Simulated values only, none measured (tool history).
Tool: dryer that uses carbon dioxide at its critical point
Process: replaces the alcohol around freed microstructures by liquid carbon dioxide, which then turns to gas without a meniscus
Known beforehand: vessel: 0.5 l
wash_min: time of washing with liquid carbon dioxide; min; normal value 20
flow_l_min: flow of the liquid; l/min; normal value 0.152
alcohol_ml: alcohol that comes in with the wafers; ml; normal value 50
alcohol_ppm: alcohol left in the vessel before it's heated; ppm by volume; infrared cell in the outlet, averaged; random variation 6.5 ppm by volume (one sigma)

Run 1, hour 0: usual settings. Result: alcohol_ppm 361 ppm by volume.
Run 2, hour 10.9: usual settings. Result: alcohol_ppm 374 ppm by volume.
Run 3, hour 19.8: usual settings but wash_min 19 min. Result: alcohol_ppm 493 ppm by volume.
Run 4, hour 33.6: usual settings but wash_min 19 min. Result: alcohol_ppm 505 ppm by volume.
Run 5, hour 49: usual settings but wash_min 19 min. Result: alcohol_ppm 490 ppm by volume.
Run 6, hour 67.9: usual settings but wash_min 19 min. Result: alcohol_ppm 517 ppm by volume.
Run 7, hour 79.6: usual settings but wash_min 19 min. Result: alcohol_ppm 501 ppm by volume.
Run 8, hour 88.4: usual settings but wash_min 19 min. Result: alcohol_ppm 522 ppm by volume.
Run 9, hour 96.9: usual settings but flow_l_min 0.221 l/min. Result: alcohol_ppm 49 ppm by volume.
Run 10, hour 108.8: usual settings but flow_l_min 0.221 l/min. Result: alcohol_ppm 59 ppm by volume.
Run 11, hour 123.1: usual settings but wash_min 18 min. Result: alcohol_ppm 700 ppm by volume.
Run 12, hour 134.1: usual settings but flow_l_min 0.145 l/min. Result: alcohol_ppm 565 ppm by volume.
Run 13, hour 142.4: usual settings but wash_min 16 min, flow_l_min 0.145 l/min. Result: alcohol_ppm 1509 ppm by volume.
Run 14, hour 157.3: usual settings but flow_l_min 0.115 l/min. Result: alcohol_ppm 1689 ppm by volume.
Run 15, hour 167.7: usual settings but wash_min 15 min. Result: alcohol_ppm 1595 ppm by volume.
Run 16, hour 186: usual settings but wash_min 15 min. Result: alcohol_ppm 1700 ppm by volume.
Run 17, hour 200: usual settings but wash_min 28 min. Result: alcohol_ppm 87 ppm by volume.
Run 18, hour 210.1: usual settings but flow_l_min 0.1 l/min. Result: alcohol_ppm 3137 ppm by volume.
At hour 215: inlet filter changed.
Run 19, hour 229.2: usual settings but flow_l_min 0.1 l/min. Result: alcohol_ppm 2423 ppm by volume.
Run 20, hour 240.4: usual settings. Result: alcohol_ppm 341 ppm by volume.
Run 21, hour 258.9: usual settings but wash_min 22 min, flow_l_min 0.132 l/min. Result: alcohol_ppm 453 ppm by volume.
Run 22, hour 276.2: usual settings. Result: alcohol_ppm 352 ppm by volume.
Run 23, hour 286.2: usual settings but wash_min 13 min, alcohol_ml 33 ml. Result: alcohol_ppm 1572 ppm by volume.
Run 24, hour 303.5: usual settings but wash_min 13 min, alcohol_ml 33 ml. Result: alcohol_ppm 1608 ppm by volume.
Run 25, hour 321.8: usual settings but wash_min 13 min, alcohol_ml 33 ml. Result: alcohol_ppm 1598 ppm by volume.
Run 26, hour 333.6: usual settings but wash_min 13 min, alcohol_ml 33 ml. Result: alcohol_ppm 1622 ppm by volume.
Run 27, hour 341.8: usual settings but wash_min 18 min, flow_l_min 0.103 l/min, alcohol_ml 88 ml. Result: alcohol_ppm 5803 ppm by volume.
Run 28, hour 352.5: usual settings but wash_min 18 min, flow_l_min 0.103 l/min, alcohol_ml 88 ml. Result: alcohol_ppm 5787 ppm by volume.
Run 29, hour 363.1: usual settings but wash_min 18 min, flow_l_min 0.103 l/min, alcohol_ml 88 ml. Result: alcohol_ppm 5998 ppm by volume.
Run 30, hour 374.8: usual settings but wash_min 18 min, flow_l_min 0.103 l/min, alcohol_ml 88 ml. Result: alcohol_ppm 6084 ppm by volume.
Run 31, hour 392.2: usual settings but alcohol_ml 20 ml. Result: alcohol_ppm 203 ppm by volume.

What does the tool deliver on the next run?
Run 32, hour 401.3: usual settings but flow_l_min 0.17 l/min, alcohol_ml 93 ml. Result: alcohol_ppm ?.

Run 32 yielded alcohol_ppm 371 ppm by volume.
With the hidden condition absent and the run-to-run variation left alone, this run would have shown alcohol_ppm 249 ppm by volume.
